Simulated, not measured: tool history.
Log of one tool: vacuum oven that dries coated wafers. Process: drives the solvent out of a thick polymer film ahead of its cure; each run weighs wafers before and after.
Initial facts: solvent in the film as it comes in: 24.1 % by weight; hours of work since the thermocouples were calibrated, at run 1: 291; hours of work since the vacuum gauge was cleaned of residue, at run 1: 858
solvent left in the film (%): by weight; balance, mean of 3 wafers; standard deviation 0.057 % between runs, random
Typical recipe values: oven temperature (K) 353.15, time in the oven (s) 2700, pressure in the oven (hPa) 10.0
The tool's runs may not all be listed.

run	hour	oven temperature (K)	time in the oven (s)	pressure in the oven (hPa)	hours of work since the thermocouples were calibrated	hours of work since the vacuum gauge was cleaned of residue	solvent left in the film (%)
1	0.0	353.15	2700	10.0	291	858	3.34
2	24.9	353.15	2160	10.0	304	872	4.05
3	72.4	353.15	2160	10.0	329	897	4.26
4	98.8	363.15	2700	10.0	343	911	1.77
5	146.1	353.15	2700	18.9	368	936	5.19
6	184.7	352.15	3960	12.5	389	956	3.60
7	218.9	352.15	3960	12.5	407	974	3.65
8	268.8	352.15	3960	12.5	433	1000	3.58
9	296.2	340.15	2700	7.0	448	1015	8.01
10	322.0	342.15	1500	10.0	461	1029	11.19

Below are 5 alternative next runs, each starting from the tool's condition after run 10. Predict each:
A	357.6	361.15	2700	10.0	480	1047	?
B	357.6	353.15	2700	8.5	480	1047	?
C	357.6	368.15	3180	8.3	480	1047	?
D	357.6	351.15	2700	10.0	480	1047	?
E	357.6	342.15	2400	10.0	480	1047	?

run	solvent left in the film (%)
A	2.26
B	3.43
C	1.31
D	4.33
E	8.50
Take away the tool's hidden state, keep each run's random variation, and the runs would have read:
run	solvent left in the film (%)
A	1.57
B	2.46
C	0.81
D	3.25
E	7.12
